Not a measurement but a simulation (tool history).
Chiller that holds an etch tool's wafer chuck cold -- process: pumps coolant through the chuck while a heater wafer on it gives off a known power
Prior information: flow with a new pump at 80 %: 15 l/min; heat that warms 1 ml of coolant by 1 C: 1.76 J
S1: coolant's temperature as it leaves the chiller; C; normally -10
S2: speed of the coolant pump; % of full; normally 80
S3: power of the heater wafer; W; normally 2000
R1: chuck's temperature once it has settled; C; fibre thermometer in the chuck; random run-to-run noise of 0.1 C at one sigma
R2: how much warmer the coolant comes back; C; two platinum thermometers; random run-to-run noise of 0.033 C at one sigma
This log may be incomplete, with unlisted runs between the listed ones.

Run 1, hour 0: usual settings. Result: R1 2.5 C, R2 4.52 C.
Run 2, hour 129.1: usual settings. Result: R1 2.6 C, R2 4.54 C.
Run 3, hour 189.1: usual settings. Result: R1 2.7 C, R2 4.57 C.
Run 4, hour 314: usual settings but S3 2403 W. Result: R1 5.1 C, R2 5.49 C.
Run 5, hour 392.9: usual settings but S3 2403 W. Result: R1 5 C, R2 5.53 C.
Run 6, hour 482.4: usual settings but S2 67 % of full. Result: R1 4.2 C, R2 5.47 C.
Run 7, hour 620.3: usual settings but S2 67 % of full. Result: R1 4.1 C, R2 5.46 C.
Run 8, hour 746.1: usual settings but S2 67 % of full. Result: R1 4.3 C, R2 5.46 C.
Run 9, hour 882.1: usual settings but S2 67 % of full. Result: R1 4.2 C, R2 5.43 C.
Run 10, hour 967.4: usual settings but S2 67 % of full. Result: R1 4.2 C, R2 5.48 C.
Run 11, hour 1025.5: usual settings. Result: R1 2.4 C, R2 4.66 C.
Run 12, hour 1142.3: usual settings. Result: R1 2.7 C, R2 4.65 C.
Run 13, hour 1275.5: usual settings. Result: R1 2.8 C, R2 4.59 C.
Run 14, hour 1395: usual settings. Result: R1 2.5 C, R2 4.64 C.
Run 15, hour 1459.9: usual settings but S1 -16 C. Result: R1 -3.3 C, R2 4.68 C.
Run 16, hour 1560.1: usual settings but S1 -16 C. Result: R1 -3.4 C, R2 4.65 C.
Run 17, hour 1702.9: usual settings but S1 -5 C. Result: R1 7.5 C, R2 4.64 C.
Run 18, hour 1822.1: usual settings but S1 -5 C. Result: R1 7.5 C, R2 4.71 C.
Run 19, hour 1895.9: usual settings but S1 -8 C, S2 76 % of full, S3 2663 W. Result: R1 9.3 C, R2 6.56 C.
Run 20, hour 2035.7: usual settings but S1 -8 C, S2 76 % of full, S3 2663 W. Result: R1 9.2 C, R2 6.54 C.
Run 21, hour 2178.4: usual settings but S1 -17 C, S2 64 % of full, S3 1993 W. Result: R1 -2.5 C, R2 5.83 C.
Run 22, hour 2265.6: usual settings but S1 -17 C, S2 64 % of full, S3 1993 W. Result: R1 -2.5 C, R2 5.88 C.
Run 23, hour 2343: usual settings but S1 -20 C, S2 93 % of full, S3 2266 W. Result: R1 -7.3 C, R2 4.58 C.
Run 24, hour 2463.9: usual settings but S1 -20 C, S2 93 % of full, S3 1546 W. Result: R1 -11.3 C, R2 3.23 C.
Run 25, hour 2552.1: usual settings but S1 -20 C, S2 93 % of full, S3 1546 W. Result: R1 -11.2 C, R2 3.24 C.
Run 26, hour 2614.2: usual settings but S1 -20 C. Result: R1 -7.4 C, R2 4.78 C.
Run 27, hour 2692.7: usual settings but S1 -20 C. Result: R1 -7.5 C, R2 4.59 C.
Run 28, hour 2766: usual settings but S1 -20 C. Result: R1 -7.6 C, R2 4.58 C.
Run 29, hour 2867.6: usual settings but S2 63 % of full, S3 1160 W. Result: R1 -1.4 C, R2 3.32 C.
Run 30, hour 3010.9: usual settings but S1 -2 C, S3 1142 W. Result: R1 5.4 C, R2 2.66 C.
Run 31, hour 3097.1: usual settings but S1 -3 C, S2 74 % of full, S3 2194 W. Result: R1 11.5 C, R2 5.38 C.
Run 32, hour 3212.1: usual settings but S1 -2 C, S2 65 % of full, S3 2865 W. Result: R1 18.7 C, R2 7.98 C.
Run 33, hour 3325.1: usual settings but S1 -3 C, S2 82 % of full, S3 1852 W. Result: R1 8.4 C, R2 4.14 C.

Taken out of this log: 3 entries between the listed runs. Where each belongs, and how the hidden state differs across it:
Runs 16 to 17: coolant changed, channels flushed (hour 1698.1)
  heat passed by the chuck's channels, % of clean ones': 99.8 -> 100; drift of the gauge itself on warmer_back_c, C: 0.13 -> 0.14
  what was measured, less what the result would be without the hidden state, R2: +0.14 -> +0.15 C
Runs 22 to 23: chiller's thermometer calibrated (hour 2287.3)
  coolant's true temperature over the reading, C: -0.01 -> 0; drift of the gauge itself on warmer_back_c, C: 0.19 -> 0.2
  what was measured, less what the result would be without the hidden state, R2: +0.21 -> +0.2 C
Runs 26 to 27: gauge calibrated (hour 2626.9)
  heat passed by the chuck's channels, % of clean ones': 100 -> 99.9; drift of the gauge itself on warmer_back_c, C: 0.22 -> 0.01
  what was measured, less what the result would be without the hidden state, R2: +0.23 -> +0.02 C
